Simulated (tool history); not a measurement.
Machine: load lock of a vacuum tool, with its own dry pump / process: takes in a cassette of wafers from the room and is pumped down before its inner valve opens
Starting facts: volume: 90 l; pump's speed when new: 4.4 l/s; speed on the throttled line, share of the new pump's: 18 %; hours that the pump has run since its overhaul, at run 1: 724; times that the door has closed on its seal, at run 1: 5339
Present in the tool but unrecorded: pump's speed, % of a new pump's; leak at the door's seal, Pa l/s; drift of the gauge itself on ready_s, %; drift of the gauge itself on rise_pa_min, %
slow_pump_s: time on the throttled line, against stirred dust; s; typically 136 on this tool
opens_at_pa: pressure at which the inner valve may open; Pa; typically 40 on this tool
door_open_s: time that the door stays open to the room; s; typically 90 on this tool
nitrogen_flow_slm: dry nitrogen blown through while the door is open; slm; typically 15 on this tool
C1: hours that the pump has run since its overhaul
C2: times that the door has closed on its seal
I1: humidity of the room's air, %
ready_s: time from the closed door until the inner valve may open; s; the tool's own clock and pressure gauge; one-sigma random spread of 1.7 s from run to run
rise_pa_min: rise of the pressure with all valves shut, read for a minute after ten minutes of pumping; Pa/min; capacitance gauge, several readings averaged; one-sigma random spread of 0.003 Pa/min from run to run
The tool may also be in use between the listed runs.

Run 1, hour 0: usual settings; C1 724; C2 5339; I1 44.5. Result: ready_s 274.1 s, rise_pa_min 0.058 Pa/min.
Run 2, hour 163.8: usual settings; C1 888; C2 5594; I1 46.6. Result: ready_s 269.4 s, rise_pa_min 0.059 Pa/min.
Run 3, hour 305.4: usual settings; C1 1030; C2 5814; I1 45.4. Result: ready_s 272.1 s, rise_pa_min 0.057 Pa/min.
Run 4, hour 499: usual settings; C1 1223; C2 6114; I1 47.9. Result: ready_s 274.2 s, rise_pa_min 0.065 Pa/min.
Run 5, hour 764.9: usual settings but opens_at_pa 53 Pa; C1 1489; C2 6527; I1 45. Result: ready_s 265.6 s, rise_pa_min 0.067 Pa/min.
Run 6, hour 1000.8: usual settings but nitrogen_flow_slm 10 slm; C1 1725; C2 6893; I1 39.5. Result: ready_s 274.7 s, rise_pa_min 0.069 Pa/min.
Run 7, hour 1228.1: usual settings but nitrogen_flow_slm 39 slm; C1 1952; C2 7246; I1 43.9. Result: ready_s 274.4 s, rise_pa_min 0.047 Pa/min.
Run 8, hour 1496.3: usual settings but slow_pump_s 78 s; C1 2221; C2 7663; I1 44.6. Result: ready_s 225.3 s, rise_pa_min 0.07 Pa/min.
Run 9, hour 1778.9: usual settings but door_open_s 81 s; C1 2503; C2 8102; I1 44.9. Result: ready_s 278.5 s, rise_pa_min 0.064 Pa/min.
Run 10, hour 2099.5: usual settings but door_open_s 81 s; C1 2824; C2 8600; I1 44.8. Result: ready_s 278.1 s, rise_pa_min 0.065 Pa/min.
Run 11, hour 2346.2: usual settings but slow_pump_s 152 s, opens_at_pa 60 Pa, door_open_s 81 s, nitrogen_flow_slm 23 slm; C1 3071; C2 8983; I1 42.7. Result: ready_s 283.1 s, rise_pa_min 0.055 Pa/min.
Run 12, hour 2601.5: usual settings but slow_pump_s 152 s, opens_at_pa 55 Pa, door_open_s 34 s, nitrogen_flow_slm 23 slm; C1 3326; C2 9379; I1 43.5. Result: ready_s 280.9 s, rise_pa_min 0.043 Pa/min.
Run 13, hour 2923.9: usual settings but slow_pump_s 152 s, opens_at_pa 31 Pa, door_open_s 34 s, nitrogen_flow_slm 45 slm; C1 3648; C2 9880; I1 46.1. Result: ready_s 298 s, rise_pa_min 0.042 Pa/min.
Run 14, hour 3057.8: usual settings but slow_pump_s 209 s, door_open_s 124 s; C1 3782; C2 10088; I1 44.2. Result: ready_s 341.1 s, rise_pa_min 0.079 Pa/min.
Run 15, hour 3226.6: usual settings but slow_pump_s 209 s, door_open_s 124 s; C1 3951; C2 10350; I1 44.6. Result: ready_s 338.3 s, rise_pa_min 0.074 Pa/min.
Run 16, hour 3548.7: usual settings but opens_at_pa 35 Pa, door_open_s 34 s, nitrogen_flow_slm 12 slm; C1 4273; C2 10850; I1 49.2. Result: ready_s 281.4 s, rise_pa_min 0.061 Pa/min.
Run 17, hour 3810.7: usual settings but door_open_s 41 s, nitrogen_flow_slm 8 slm; C1 4535; C2 11257; I1 46.2. Result: ready_s 279 s, rise_pa_min 0.069 Pa/min.
Run 18, hour 4056.5: usual settings but slow_pump_s 147 s, opens_at_pa 45 Pa; C1 4781; C2 11639; I1 42.5. Result: ready_s 285.5 s, rise_pa_min 0.068 Pa/min.
Run 19, hour 4236: usual settings but slow_pump_s 147 s, opens_at_pa 45 Pa; C1 4960; C2 11917; I1 47.6. Result: ready_s 286 s, rise_pa_min 0.08 Pa/min.
Run 20, hour 4426.3: usual settings but slow_pump_s 121 s, opens_at_pa 72 Pa, door_open_s 124 s, nitrogen_flow_slm 41 slm; C1 5151; C2 12213; I1 45.6. Result: ready_s 253.8 s, rise_pa_min 0.067 Pa/min.

Consider 5 possible next runs. They are alternatives, not a sequence: every one starts from the tool as it was left by run 20. What does each give?
Run A, hour 4734.4: usual settings but slow_pump_s 115 s, opens_at_pa 51 Pa, door_open_s 32 s; C1 5459; C2 12691; I1 43.2. Result: ready_s ?, rise_pa_min ?.
Run B, hour 4734.4: usual settings but slow_pump_s 121 s, opens_at_pa 55 Pa, door_open_s 124 s, nitrogen_flow_slm 41 slm; C1 5459; C2 12691; I1 46.7. Result: ready_s ?, rise_pa_min ?.
Run C, hour 4734.4: usual settings but slow_pump_s 106 s, opens_at_pa 28 Pa, door_open_s 124 s, nitrogen_flow_slm 12 slm; C1 5459; C2 12691; I1 48. Result: ready_s ?, rise_pa_min ?.
Run D, hour 4734.4: usual settings but slow_pump_s 121 s, opens_at_pa 72 Pa, door_open_s 124 s, nitrogen_flow_slm 14 slm; C1 5459; C2 12691; I1 45.3. Result: ready_s ?, rise_pa_min ?.
Run E, hour 4734.4: usual settings but slow_pump_s 121 s, opens_at_pa 39 Pa, door_open_s 124 s, nitrogen_flow_slm 19 slm; C1 5459; C2 12691; I1 43.4. Result: ready_s ?, rise_pa_min ?.

run  ready_s  rise_pa_min
  A    258.6        0.057
  B      263        0.065
  C    269.4        0.089
  D    254.2        0.086
  E    268.1        0.071
Stripped of hidden state, with their random variation kept, the same runs would have yielded:
run  ready_s  rise_pa_min
  A    248.7        0.031
  B    253.3        0.039
  C    258.4        0.063
  D      245         0.06
  E      258        0.044
